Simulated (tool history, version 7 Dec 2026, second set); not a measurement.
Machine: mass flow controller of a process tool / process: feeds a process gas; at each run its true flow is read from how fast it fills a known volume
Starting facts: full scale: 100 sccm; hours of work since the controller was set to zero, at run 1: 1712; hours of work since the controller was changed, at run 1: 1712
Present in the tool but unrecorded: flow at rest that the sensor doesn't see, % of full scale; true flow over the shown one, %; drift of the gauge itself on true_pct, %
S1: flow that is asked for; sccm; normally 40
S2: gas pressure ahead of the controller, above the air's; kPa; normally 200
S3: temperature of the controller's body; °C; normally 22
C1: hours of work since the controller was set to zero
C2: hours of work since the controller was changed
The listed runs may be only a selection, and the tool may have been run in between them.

{"run": 1, "hour": 0.0, "S1": 40, "S2": 200, "S3": 22, "C1": 1712, "C2": 1712, "true flow (%)": 99.42}
{"run": 2, "hour": 109.1, "S1": 40, "S2": 200, "S3": 22, "C1": 1782, "C2": 1782, "true flow (%)": 99.59}
{"run": 3, "hour": 230.1, "S1": 40, "S2": 200, "S3": 22, "C1": 1859, "C2": 1859, "true flow (%)": 99.82}
{"run": 4, "hour": 332.3, "S1": 40, "S2": 200, "S3": 22, "C1": 1924, "C2": 1924, "true flow (%)": 100.16}
{"run": 5, "hour": 442.7, "S1": 40, "S2": 200, "S3": 22, "C1": 1995, "C2": 1995, "true flow (%)": 100.29}
{"run": 6, "hour": 531.5, "S1": 40, "S2": 200, "S3": 22, "C1": 2051, "C2": 2051, "true flow (%)": 100.58}
{"run": 7, "hour": 651.4, "S1": 52, "S2": 200, "S3": 22, "C1": 2128, "C2": 2128, "true flow (%)": 100.78}
{"run": 8, "hour": 767.4, "S1": 52, "S2": 200, "S3": 31, "C1": 2202, "C2": 2202, "true flow (%)": 101.38}
{"run": 9, "hour": 825.9, "S1": 40, "S2": 213, "S3": 22, "C1": 2239, "C2": 2239, "true flow (%)": 101.08}
{"run": 10, "hour": 888.5, "S1": 40, "S2": 213, "S3": 22, "C1": 2279, "C2": 2279, "true flow (%)": 101.18}
{"run": 11, "hour": 981.2, "S1": 40, "S2": 200, "S3": 25, "C1": 2339, "C2": 2339, "true flow (%)": 101.56}
{"run": 12, "hour": 1042.0, "S1": 40, "S2": 200, "S3": 25, "C1": 2377, "C2": 2377, "true flow (%)": 101.68}
{"run": 13, "hour": 1136.2, "S1": 15, "S2": 247, "S3": 39, "C1": 2437, "C2": 2437, "true flow (%)": 102.31}
{"run": 14, "hour": 1241.5, "S1": 25, "S2": 259, "S3": 34, "C1": 2505, "C2": 2505, "true flow (%)": 102.43}
{"hour": 1253.1, "done": "gauge calibrated"}
{"run": 15, "hour": 1345.7, "S1": 23, "S2": 259, "S3": 37, "C1": 2571, "C2": 2571, "true flow (%)": 100.4}
{"run": 16, "hour": 1418.2, "S1": 23, "S2": 259, "S3": 37, "C1": 2618, "C2": 2618, "true flow (%)": 100.55}
{"run": 17, "hour": 1470.4, "S1": 27, "S2": 213, "S3": 37, "C1": 2651, "C2": 2651, "true flow (%)": 100.5}
{"run": 18, "hour": 1595.5, "S1": 82, "S2": 171, "S3": 25, "C1": 2731, "C2": 2731, "true flow (%)": 100.38}
{"run": 19, "hour": 1655.9, "S1": 82, "S2": 171, "S3": 25, "C1": 2769, "C2": 2769, "true flow (%)": 100.42}

4 ways to go on from here, each from the tool as it stands after run 19. What would each give?
{"run": "A", "hour": 1748.4, "S1": 82, "S2": 171, "S3": 39, "C1": 2828, "C2": 2828, "true flow (%)": "?"}
{"run": "B", "hour": 1748.4, "S1": 56, "S2": 166, "S3": 20, "C1": 2828, "C2": 2828, "true flow (%)": "?"}
{"run": "C", "hour": 1748.4, "S1": 40, "S2": 175, "S3": 22, "C1": 2828, "C2": 2828, "true flow (%)": "?"}
{"run": "D", "hour": 1748.4, "S1": 50, "S2": 200, "S3": 22, "C1": 2828, "C2": 2828, "true flow (%)": "?"}

run=A true_flow_(%)=101.13
run=B true_flow_(%)=100.31
run=C true_flow_(%)=100.14
run=D true_flow_(%)=100.42
Take away the tool's hidden state, keep each run's random variation, and the runs would have read:
run=A true_flow_(%)=100.15
run=B true_flow_(%)=99.34
run=C true_flow_(%)=99.17
run=D true_flow_(%)=99.45

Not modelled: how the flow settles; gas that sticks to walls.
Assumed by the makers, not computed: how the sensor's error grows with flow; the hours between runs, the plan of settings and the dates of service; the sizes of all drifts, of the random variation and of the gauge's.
